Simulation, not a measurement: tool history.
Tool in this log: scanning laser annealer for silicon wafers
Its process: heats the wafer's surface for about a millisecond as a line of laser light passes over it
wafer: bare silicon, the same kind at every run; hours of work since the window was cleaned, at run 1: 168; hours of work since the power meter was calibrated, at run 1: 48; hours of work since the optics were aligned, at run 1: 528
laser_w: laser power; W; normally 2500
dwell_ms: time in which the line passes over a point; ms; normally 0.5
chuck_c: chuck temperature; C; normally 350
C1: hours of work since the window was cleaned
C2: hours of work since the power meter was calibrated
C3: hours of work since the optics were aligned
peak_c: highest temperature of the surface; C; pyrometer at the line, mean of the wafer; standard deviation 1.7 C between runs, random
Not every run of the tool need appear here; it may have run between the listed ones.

Run 1, hour 0: usual settings; C1 168; C2 48; C3 528. Result: peak_c 1168 C.
Run 2, hour 21.5: usual settings; C1 177; C2 57; C3 537. Result: peak_c 1171 C.
Run 3, hour 48.8: usual settings; C1 188; C2 69; C3 548. Result: peak_c 1173 C.
Run 4, hour 65.2: usual settings but chuck_c 342 C; C1 194; C2 75; C3 555. Result: peak_c 1163 C.
Run 5, hour 79.3: usual settings; C1 200; C2 81; C3 560. Result: peak_c 1171 C.
Run 6, hour 106.8: usual settings; C1 212; C2 92; C3 572. Result: peak_c 1169 C.
Run 7, hour 126.3: usual settings; C1 220; C2 100; C3 580. Result: peak_c 1169 C.
Run 8, hour 146.9: usual settings; C1 228; C2 109; C3 588. Result: peak_c 1167 C.
Run 9, hour 170.2: usual settings; C1 238; C2 118; C3 598. Result: peak_c 1167 C.
Run 10, hour 190.3: usual settings but laser_w 2586 W; C1 246; C2 127; C3 606. Result: peak_c 1203 C.
Run 11, hour 216.1: usual settings but laser_w 2586 W; C1 256; C2 137; C3 617. Result: peak_c 1204 C.
Run 12, hour 228.2: usual settings but laser_w 2586 W, dwell_ms 0.505 ms; C1 261; C2 142; C3 621. Result: peak_c 1207 C.
Run 13, hour 240.9: usual settings; C1 267; C2 147; C3 627. Result: peak_c 1165 C.
Run 14, hour 260.3: usual settings; C1 275; C2 155; C3 635. Result: peak_c 1167 C.
Run 15, hour 285.3: usual settings but laser_w 2330 W, chuck_c 353 C; C1 285; C2 166; C3 645. Result: peak_c 1097 C.
Run 16, hour 301: usual settings but laser_w 2330 W, chuck_c 353 C; C1 291; C2 172; C3 651. Result: peak_c 1099 C.
Run 17, hour 321.4: usual settings but laser_w 2330 W, chuck_c 353 C; C1 300; C2 180; C3 660. Result: peak_c 1098 C.
Run 18, hour 339.9: usual settings but laser_w 2330 W, chuck_c 353 C; C1 307; C2 188; C3 667. Result: peak_c 1096 C.
Run 19, hour 359.4: usual settings but chuck_c 386 C; C1 315; C2 196; C3 675. Result: peak_c 1202 C.
Run 20, hour 372.7: usual settings but chuck_c 386 C; C1 321; C2 201; C3 681. Result: peak_c 1200 C.
Run 21, hour 386.3: usual settings but laser_w 2745 W, dwell_ms 0.463 ms, chuck_c 313 C; C1 326; C2 207; C3 686. Result: peak_c 1195 C.
Run 22, hour 408: usual settings but laser_w 2745 W, dwell_ms 0.365 ms, chuck_c 386 C; C1 335; C2 216; C3 695. Result: peak_c 1159 C.
Run 23, hour 430.4: usual settings but laser_w 2666 W, dwell_ms 0.494 ms, chuck_c 342 C; C1 344; C2 225; C3 704. Result: peak_c 1221 C.
Run 24, hour 456.3: usual settings but laser_w 2391 W, dwell_ms 0.598 ms, chuck_c 386 C; C1 355; C2 236; C3 715. Result: peak_c 1235 C.
Run 25, hour 478.4: usual settings but laser_w 2239 W, dwell_ms 0.507 ms; C1 364; C2 245; C3 724. Result: peak_c 1061 C.
Run 26, hour 499.8: usual settings but laser_w 2646 W, dwell_ms 0.507 ms, chuck_c 345 C; C1 373; C2 254; C3 733. Result: peak_c 1228 C.
Run 27, hour 513.8: usual settings but laser_w 2646 W, dwell_ms 0.507 ms, chuck_c 345 C; C1 379; C2 259; C3 739. Result: peak_c 1231 C.
Run 28, hour 525.8: usual settings but laser_w 2187 W, dwell_ms 0.386 ms; C1 384; C2 264; C3 744. Result: peak_c 939 C.

Per-run results on a tool with no hidden state, each run keeping its own random variation:
The hidden state here: light that passes the window, % of a clean one's; laser's true power over the reading, %; width of the line over the set one, %; drift of the gauge itself on peak_c, C.
run  peak_c
  1    1183
  2    1187
  3    1189
  4    1179
  5    1188
  6    1187
  7    1186
  8    1185
  9    1185
 10    1223
 11    1224
 12    1227
 13    1184
 14    1187
 15    1115
 16    1117
 17    1116
 18    1115
 19    1223
 20    1222
 21    1218
 22    1180
 23    1245
 24    1259
 25    1081
 26    1253
 27    1256
 28     956
